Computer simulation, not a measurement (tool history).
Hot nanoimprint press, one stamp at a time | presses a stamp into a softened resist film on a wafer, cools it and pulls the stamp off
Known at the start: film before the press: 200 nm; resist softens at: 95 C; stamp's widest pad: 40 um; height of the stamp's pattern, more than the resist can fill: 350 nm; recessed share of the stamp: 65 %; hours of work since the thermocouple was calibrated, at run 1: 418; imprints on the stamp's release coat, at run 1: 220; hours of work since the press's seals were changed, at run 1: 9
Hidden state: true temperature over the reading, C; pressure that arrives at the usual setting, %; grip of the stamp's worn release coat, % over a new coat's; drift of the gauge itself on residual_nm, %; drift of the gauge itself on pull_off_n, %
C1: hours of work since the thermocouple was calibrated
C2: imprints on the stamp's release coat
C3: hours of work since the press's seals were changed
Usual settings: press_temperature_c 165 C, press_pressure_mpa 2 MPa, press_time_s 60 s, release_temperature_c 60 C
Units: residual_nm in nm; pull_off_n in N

{"run": 1, "hour": 0.0, "press_temperature_c": 165, "press_pressure_mpa": 2, "press_time_s": 60, "release_temperature_c": 60, "C1": 418, "C2": 220, "C3": 9, "residual_nm": 72.3, "pull_off_n": 174}
{"run": 2, "hour": 19.4, "press_temperature_c": 165, "press_pressure_mpa": 2.03, "press_time_s": 60, "release_temperature_c": 60, "C1": 433, "C2": 285, "C3": 24, "residual_nm": 72.2, "pull_off_n": 169}
{"run": 3, "hour": 42.3, "press_temperature_c": 165, "press_pressure_mpa": 2, "press_time_s": 60, "release_temperature_c": 60, "C1": 452, "C2": 361, "C3": 42, "residual_nm": 72.7, "pull_off_n": 172}
{"run": 4, "hour": 60.0, "press_temperature_c": 165, "press_pressure_mpa": 2, "press_time_s": 60, "release_temperature_c": 60, "C1": 466, "C2": 420, "C3": 57, "residual_nm": 72.8, "pull_off_n": 173}
{"run": 5, "hour": 72.9, "press_temperature_c": 165, "press_pressure_mpa": 2, "press_time_s": 60, "release_temperature_c": 60, "C1": 476, "C2": 463, "C3": 67, "residual_nm": 73.2, "pull_off_n": 174}
{"hour": 92.7, "done": "plate thermocouple calibrated"}
{"run": 6, "hour": 102.3, "press_temperature_c": 165, "press_pressure_mpa": 2, "press_time_s": 60, "release_temperature_c": 60, "C1": 8, "C2": 551, "C3": 88, "residual_nm": 72.9, "pull_off_n": 173}
{"run": 7, "hour": 120.2, "press_temperature_c": 165, "press_pressure_mpa": 2, "press_time_s": 60, "release_temperature_c": 60, "C1": 22, "C2": 610, "C3": 102, "residual_nm": 72.4, "pull_off_n": 177}
{"run": 8, "hour": 144.2, "press_temperature_c": 165, "press_pressure_mpa": 2, "press_time_s": 60, "release_temperature_c": 60, "C1": 41, "C2": 690, "C3": 121, "residual_nm": 72.3, "pull_off_n": 177}
{"run": 9, "hour": 161.2, "press_temperature_c": 165, "press_pressure_mpa": 2.74, "press_time_s": 59, "release_temperature_c": 52, "C1": 54, "C2": 747, "C3": 135, "residual_nm": 61.4, "pull_off_n": 182}
{"run": 10, "hour": 187.3, "press_temperature_c": 175, "press_pressure_mpa": 1.22, "press_time_s": 60, "release_temperature_c": 60, "C1": 75, "C2": 834, "C3": 155, "residual_nm": 67.9, "pull_off_n": 171}
{"run": 11, "hour": 201.0, "press_temperature_c": 165, "press_pressure_mpa": 2.47, "press_time_s": 60, "release_temperature_c": 60, "C1": 86, "C2": 879, "C3": 166, "residual_nm": 64.1, "pull_off_n": 175}
{"run": 12, "hour": 228.8, "press_temperature_c": 165, "press_pressure_mpa": 2.6, "press_time_s": 78, "release_temperature_c": 60, "C1": 108, "C2": 972, "C3": 188, "residual_nm": 56.3, "pull_off_n": 175}
{"run": 13, "hour": 247.6, "press_temperature_c": 159, "press_pressure_mpa": 1.43, "press_time_s": 60, "release_temperature_c": 45, "C1": 123, "C2": 1034, "C3": 203, "residual_nm": 105, "pull_off_n": 193}

The next listed run, before its measurement:
{"run": 14, "hour": 273.1, "press_temperature_c": 160, "press_pressure_mpa": 2, "press_time_s": 79, "release_temperature_c": 60, "C1": 143, "C2": 1119, "C3": 223, "residual_nm": "?", "pull_off_n": "?"}

Run 14 gave residual_nm 78.7 nm, pull_off_n 171 N.
Without the tool's hidden state the same run would have given residual_nm 79.7 nm, pull_off_n 170 N.
